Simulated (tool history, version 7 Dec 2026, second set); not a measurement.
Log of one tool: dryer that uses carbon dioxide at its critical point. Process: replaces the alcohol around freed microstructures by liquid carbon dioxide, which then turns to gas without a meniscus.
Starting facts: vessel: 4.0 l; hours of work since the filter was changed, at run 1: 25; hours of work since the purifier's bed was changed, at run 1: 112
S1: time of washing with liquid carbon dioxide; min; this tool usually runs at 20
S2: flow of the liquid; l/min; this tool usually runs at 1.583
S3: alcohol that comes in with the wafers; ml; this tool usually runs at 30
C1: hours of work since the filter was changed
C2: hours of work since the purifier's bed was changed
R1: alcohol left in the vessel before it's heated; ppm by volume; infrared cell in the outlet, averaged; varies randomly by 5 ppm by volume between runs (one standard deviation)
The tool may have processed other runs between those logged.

{"run": 1, "day": 0.0, "S1": 20, "S2": 1.583, "S3": 30, "C1": 25, "C2": 112, "R1": 40}
{"run": 2, "day": 0.646, "S1": 20, "S2": 1.583, "S3": 25, "C1": 31, "C2": 118, "R1": 38}
{"run": 3, "day": 1.342, "S1": 20, "S2": 1.583, "S3": 25, "C1": 38, "C2": 125, "R1": 42}
{"run": 4, "day": 1.838, "S1": 20, "S2": 1.583, "S3": 25, "C1": 43, "C2": 130, "R1": 36}
{"run": 5, "day": 2.338, "S1": 20, "S2": 1.583, "S3": 25, "C1": 48, "C2": 135, "R1": 37}
{"run": 6, "day": 2.779, "S1": 19, "S2": 1.583, "S3": 30, "C1": 52, "C2": 140, "R1": 48}
{"run": 7, "day": 3.246, "S1": 19, "S2": 1.583, "S3": 30, "C1": 57, "C2": 144, "R1": 46}
{"run": 8, "day": 3.95, "S1": 19, "S2": 1.583, "S3": 30, "C1": 64, "C2": 151, "R1": 48}
{"run": 9, "day": 4.288, "S1": 20, "S2": 1.583, "S3": 92, "C1": 67, "C2": 154, "R1": 63}
{"run": 10, "day": 4.704, "S1": 20, "S2": 1.583, "S3": 92, "C1": 71, "C2": 158, "R1": 54}
{"run": 11, "day": 5.208, "S1": 20, "S2": 1.583, "S3": 92, "C1": 76, "C2": 163, "R1": 63}
{"run": 12, "day": 5.5, "S1": 20, "S2": 1.583, "S3": 92, "C1": 79, "C2": 166, "R1": 78}
{"run": 13, "day": 5.808, "S1": 30, "S2": 1.02, "S3": 28, "C1": 82, "C2": 169, "R1": 42}
{"run": 14, "day": 6.417, "S1": 14, "S2": 0.96, "S3": 37, "C1": 88, "C2": 175, "R1": 614}
{"run": 15, "day": 6.742, "S1": 14, "S2": 0.96, "S3": 37, "C1": 91, "C2": 179, "R1": 612}
{"run": 16, "day": 7.204, "S1": 13, "S2": 1.51, "S3": 31, "C1": 96, "C2": 183, "R1": 165}
{"run": 17, "day": 7.504, "S1": 13, "S2": 1.51, "S3": 31, "C1": 99, "C2": 186, "R1": 150}

What if the next run were any one of these 3? Each begins from the tool's condition after run 17:
{"run": "A", "day": 7.929, "S1": 13, "S2": 1.14, "S3": 21, "C1": 103, "C2": 190, "R1": "?"}
{"run": "B", "day": 7.929, "S1": 20, "S2": 2.12, "S3": 30, "C1": 103, "C2": 190, "R1": "?"}
{"run": "C", "day": 7.929, "S1": 31, "S2": 1.583, "S3": 84, "C1": 103, "C2": 190, "R1": "?"}

run=A R1=287
run=B R1=49
run=C R1=45
Stripped of hidden state, with their random variation kept, the same runs would have yielded:
run=A R1=218
run=B R1=6
run=C R1=2
